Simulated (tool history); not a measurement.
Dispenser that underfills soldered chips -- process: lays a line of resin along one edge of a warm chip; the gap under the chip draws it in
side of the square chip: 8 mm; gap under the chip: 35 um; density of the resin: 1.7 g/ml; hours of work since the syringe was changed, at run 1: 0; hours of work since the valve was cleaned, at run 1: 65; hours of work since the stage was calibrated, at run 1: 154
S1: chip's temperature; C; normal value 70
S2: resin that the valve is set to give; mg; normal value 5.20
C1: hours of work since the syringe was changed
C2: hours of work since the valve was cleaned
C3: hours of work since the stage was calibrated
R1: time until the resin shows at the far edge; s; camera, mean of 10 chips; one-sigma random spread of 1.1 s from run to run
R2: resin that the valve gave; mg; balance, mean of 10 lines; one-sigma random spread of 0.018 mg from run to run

| run | hour | S1 | S2 | C1 | C2 | C3 | R1 | R2 |
|---|---|---|---|---|---|---|---|---|
| 1 | 0.0 | 70 | 5.20 | 0 | 65 | 154 | 103.5 | 4.98 |
|  | 7.1 | new syringe of resin |
| 2 | 8.2 | 70 | 5.20 | 1 | 71 | 160 | 104.7 | 5.00 |
| 3 | 13.4 | 70 | 5.20 | 5 | 75 | 163 | 124.4 | 5.00 |
|  | 14.7 | new syringe of resin |
| 4 | 18.7 | 61 | 5.20 | 3 | 79 | 167 | 182.0 | 4.99 |
|  | 22.4 | new syringe of resin |
| 5 | 27.0 | 61 | 5.20 | 3 | 84 | 173 | 182.4 | 4.95 |
|  | 30.1 | new syringe of resin |
| 6 | 31.5 | 61 | 5.20 | 1 | 87 | 176 | 164.5 | 4.95 |
| 7 | 35.8 | 61 | 5.20 | 4 | 90 | 179 | 189.0 | 4.93 |
|  | 37.6 | new syringe of resin |
| 8 | 42.8 | 61 | 5.20 | 4 | 95 | 184 | 190.4 | 4.90 |
|  | 45.4 | new syringe of resin |
| 9 | 48.3 | 61 | 5.20 | 2 | 99 | 188 | 178.6 | 4.89 |
|  | 52.9 | new syringe of resin |
| 10 | 53.1 | 75 | 5.20 | 0 | 102 | 191 | 77.3 | 4.88 |
| 11 | 59.7 | 75 | 5.20 | 5 | 107 | 196 | 95.7 | 4.87 |
|  | 60.4 | new syringe of resin |
| 12 | 66.1 | 69 | 5.20 | 4 | 112 | 200 | 125.1 | 4.85 |
|  | 68.0 | new syringe of resin |
| 13 | 70.8 | 69 | 6.19 | 2 | 115 | 203 | 112.4 | 5.74 |
|  | 75.5 | new syringe of resin |
| 14 | 79.4 | 69 | 6.19 | 3 | 121 | 209 | 112.8 | 5.75 |
|  | 83.1 | new syringe of resin |
|  | 86.4 | dispensing valve cleaned and set on the balance |
| 15 | 89.5 | 75 | 6.19 | 4 | 2 | 216 | 89.4 | 6.19 |
|  | 91.5 | new syringe of resin |
| 16 | 93.9 | 75 | 6.19 | 2 | 5 | 219 | 80.5 | 6.16 |
|  | 99.5 | new syringe of resin |
| 17 | 102.7 | 74 | 5.23 | 2 | 11 | 225 | 90.1 | 5.17 |
|  | 107.4 | new syringe of resin |
| 18 | 108.9 | 61 | 6.30 | 1 | 16 | 229 | 155.7 | 6.22 |
| 19 | 113.7 | 79 | 5.15 | 5 | 19 | 232 | 77.7 | 5.07 |
|  | 114.9 | new syringe of resin |
|  | 122.6 | new syringe of resin |
| 20 | 122.7 | 68 | 5.20 | 0 | 25 | 239 | 111.7 | 5.09 |
| 21 | 126.8 | 62 | 6.80 | 3 | 28 | 242 | 161.6 | 6.66 |
|  | 130.2 | new syringe of resin |
| 22 | 136.2 | 58 | 4.57 | 4 | 35 | 248 | 227.9 | 4.46 |
|  | 137.7 | new syringe of resin |
| 23 | 142.9 | 58 | 4.55 | 4 | 39 | 253 | 223.6 | 4.44 |

5 ways to go on from here, each from the tool as it stands after run 23. What would each give?
|  | 145.3 | new syringe of resin |
| A | 148.2 | 71 | 4.55 | 2 | 43 | 256 | ? | ? |
|  | 145.3 | new syringe of resin |
| B | 148.2 | 79 | 5.05 | 2 | 43 | 256 | ? | ? |
|  | 145.3 | new syringe of resin |
| C | 148.2 | 70 | 5.10 | 2 | 43 | 256 | ? | ? |
|  | 145.3 | new syringe of resin |
| D | 148.2 | 58 | 5.83 | 2 | 43 | 256 | ? | ? |
|  | 145.3 | new syringe of resin |
| E | 148.2 | 61 | 4.79 | 2 | 43 | 256 | ? | ? |

| run | R1 | R2 |
|---|---|---|
| A | 107.3 | 4.41 |
| B | 71.2 | 4.92 |
| C | 108.2 | 4.96 |
| D | 195.1 | 5.65 |
| E | 174.3 | 4.65 |
The same runs, with their run-to-run variation unchanged, on a tool lacking any hidden condition would have given:
| run | R1 | R2 |
|---|---|---|
| A | 102.5 | 4.53 |
| B | 68.1 | 5.06 |
| C | 103.9 | 5.10 |
| D | 188.8 | 5.81 |
| E | 167.5 | 4.78 |
